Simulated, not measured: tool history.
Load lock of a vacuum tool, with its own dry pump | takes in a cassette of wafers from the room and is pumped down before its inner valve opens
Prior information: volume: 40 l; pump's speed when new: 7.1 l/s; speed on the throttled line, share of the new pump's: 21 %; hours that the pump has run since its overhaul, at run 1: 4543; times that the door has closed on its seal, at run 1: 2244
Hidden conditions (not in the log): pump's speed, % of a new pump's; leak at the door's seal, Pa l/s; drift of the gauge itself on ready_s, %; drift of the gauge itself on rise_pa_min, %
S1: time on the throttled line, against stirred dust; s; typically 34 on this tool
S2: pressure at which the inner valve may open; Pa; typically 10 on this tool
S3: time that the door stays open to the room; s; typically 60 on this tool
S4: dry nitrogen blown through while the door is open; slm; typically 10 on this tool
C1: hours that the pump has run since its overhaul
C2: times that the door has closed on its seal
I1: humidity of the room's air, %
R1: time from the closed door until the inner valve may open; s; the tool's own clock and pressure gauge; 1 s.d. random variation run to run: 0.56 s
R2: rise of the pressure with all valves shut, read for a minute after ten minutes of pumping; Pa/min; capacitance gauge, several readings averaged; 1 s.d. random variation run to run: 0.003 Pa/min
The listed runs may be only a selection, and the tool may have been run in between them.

Run 1, hour 0.0: usual settings; C1 4543; C2 2244; I1 46.5. Result: R1 80.6 s, R2 0.040 Pa/min.
Run 2, hour 304.5: usual settings; C1 4848; C2 2754; I1 43.3. Result: R1 81.2 s, R2 0.039 Pa/min.
Run 3, hour 633.4: usual settings but S4 38 slm; C1 5176; C2 3305; I1 41.5. Result: R1 80.4 s, R2 0.021 Pa/min.
Run 4, hour 954.7: usual settings but S4 13 slm; C1 5498; C2 3843; I1 44.8. Result: R1 81.7 s, R2 0.038 Pa/min.
Run 5, hour 1234.1: usual settings but S4 13 slm; C1 5777; C2 4311; I1 44.1. Result: R1 81.7 s, R2 0.032 Pa/min.
Run 6, hour 1502.9: usual settings but S4 13 slm; C1 6046; C2 4761; I1 47.3. Result: R1 81.0 s, R2 0.039 Pa/min.
Run 7, hour 1663.9: usual settings; C1 6207; C2 5031; I1 46.2. Result: R1 81.4 s, R2 0.043 Pa/min.
Run 8, hour 2006.7: usual settings but S3 234 s; C1 6550; C2 5605; I1 44.6. Result: R1 82.3 s, R2 0.090 Pa/min.
Run 9, hour 2354.3: usual settings but S3 127 s; C1 6897; C2 6186; I1 38.1. Result: R1 81.0 s, R2 0.053 Pa/min.
Run 10, hour 2739.7: usual settings; C1 7283; C2 6832; I1 49.4. Result: R1 81.9 s, R2 0.053 Pa/min.
Run 11, hour 3037.4: usual settings; C1 7580; C2 7330; I1 45.9. Result: R1 82.0 s, R2 0.040 Pa/min.
Run 12, hour 3376.8: usual settings; C1 7920; C2 7899; I1 45.6. Result: R1 82.2 s, R2 0.037 Pa/min.
Run 13, hour 3758.5: usual settings; C1 8302; C2 8538; I1 44.3. Result: R1 81.5 s, R2 0.043 Pa/min.
Run 14, hour 3918.9: usual settings; C1 8462; C2 8806; I1 40.4. Result: R1 82.5 s, R2 0.044 Pa/min.
Run 15, hour 4162.2: usual settings but S3 36 s; C1 8705; C2 9214; I1 41.9. Result: R1 82.2 s, R2 0.037 Pa/min.
Run 16, hour 4484.5: usual settings but S4 21 slm; C1 9028; C2 9753; I1 45.4. Result: R1 83.6 s, R2 0.035 Pa/min.
Run 17, hour 4842.3: usual settings but S4 21 slm; C1 9385; C2 10352; I1 43.3. Result: R1 83.6 s, R2 0.038 Pa/min.
Run 18, hour 5155.8: usual settings but S1 38 s, S2 12 Pa, S3 73 s, S4 11 slm; C1 9699; C2 10877; I1 46.1. Result: R1 84.6 s, R2 0.050 Pa/min.
Run 19, hour 5441.5: usual settings but S1 46 s, S2 11 Pa, S3 210 s; C1 9985; C2 11356; I1 44.5. Result: R1 92.0 s, R2 0.089 Pa/min.
Run 20, hour 5692.0: usual settings but S1 25 s, S2 12 Pa; C1 10235; C2 11775; I1 43.2. Result: R1 75.9 s, R2 0.043 Pa/min.
Run 21, hour 5892.0: usual settings but S3 63 s, S4 8 slm; C1 10435; C2 12110; I1 48.1. Result: R1 84.5 s, R2 0.053 Pa/min.
Run 22, hour 6178.9: usual settings but S1 42 s, S2 14 Pa, S3 138 s, S4 43 slm; C1 10722; C2 12590; I1 41.9. Result: R1 87.2 s, R2 0.039 Pa/min.
Run 23, hour 6377.7: usual settings but S1 42 s, S2 9 Pa, S3 138 s, S4 43 slm; C1 10921; C2 12923; I1 44.7. Result: R1 89.5 s, R2 0.044 Pa/min.
Run 24, hour 6541.4: usual settings but S1 42 s, S2 9 Pa, S3 138 s, S4 22 slm; C1 11084; C2 13197; I1 45.8. Result: R1 90.2 s, R2 0.062 Pa/min.
Run 25, hour 6770.8: usual settings but S1 42 s, S2 9 Pa, S3 138 s, S4 22 slm; C1 11314; C2 13582; I1 44.8. Result: R1 90.6 s, R2 0.054 Pa/min.
Run 26, hour 7159.2: usual settings but S1 35 s, S2 11 Pa, S4 27 slm; C1 11702; C2 14232; I1 44.8. Result: R1 84.0 s, R2 0.043 Pa/min.
Run 27, hour 7554.2: usual settings but S1 27 s, S2 9 Pa; C1 12097; C2 14893; I1 43.5. Result: R1 79.7 s, R2 0.053 Pa/min.
Run 28, hour 7815.1: usual settings but S1 50 s, S2 14 Pa, S3 238 s, S4 5 slm; C1 12358; C2 15330; I1 44.9. Result: R1 95.2 s, R2 0.112 Pa/min.
Run 29, hour 8192.9: usual settings but S4 5 slm; C1 12736; C2 15963; I1 47.4. Result: R1 84.5 s, R2 0.068 Pa/min.
Run 30, hour 8554.4: usual settings but S1 67 s, S4 12 slm; C1 13097; C2 16568; I1 42.9. Result: R1 110.7 s, R2 0.050 Pa/min.
Run 31, hour 8928.7: usual settings but S3 227 s, S4 5 slm; C1 13472; C2 17195; I1 44.7. Result: R1 85.4 s, R2 0.107 Pa/min.
Run 32, hour 9273.1: usual settings but S4 20 slm; C1 13816; C2 17771; I1 46.5. Result: R1 85.0 s, R2 0.050 Pa/min.
Run 33, hour 9485.9: usual settings but S1 64 s, S2 17 Pa, S3 51 s, S4 44 slm; C1 14029; C2 18128; I1 47.0. Result: R1 104.2 s, R2 0.039 Pa/min.
Run 34, hour 9790.5: usual settings but S1 21 s, S3 52 s; C1 14333; C2 18638; I1 43.5. Result: R1 74.5 s, R2 0.055 Pa/min.

Same runs, no hidden state in the tool, same run-to-run variation:
run     R1     R2
  1   79.3  0.036
  2   79.7  0.035
  3   78.8  0.017
  4   79.9  0.033
  5   79.8  0.027
  6   78.9  0.034
  7   79.3  0.037
  8   80.0  0.083
  9   78.6  0.046
 10   79.3  0.046
 11   79.3  0.032
 12   79.3  0.028
 13   78.4  0.033
 14   79.3  0.034
 15   78.9  0.027
 16   80.1  0.024
 17   80.0  0.026
 18   81.0  0.037
 19   88.4  0.076
 20   71.7  0.030
 21   80.3  0.040
 22   83.3  0.024
 23   85.2  0.029
 24   85.8  0.047
 25   86.1  0.038
 26   79.3  0.026
 27   74.4  0.036
 28   90.5  0.093
 29   79.1  0.048
 30  106.0  0.030
 31   79.6  0.086
 32   79.0  0.028
 33   99.4  0.016
 34   68.0  0.032
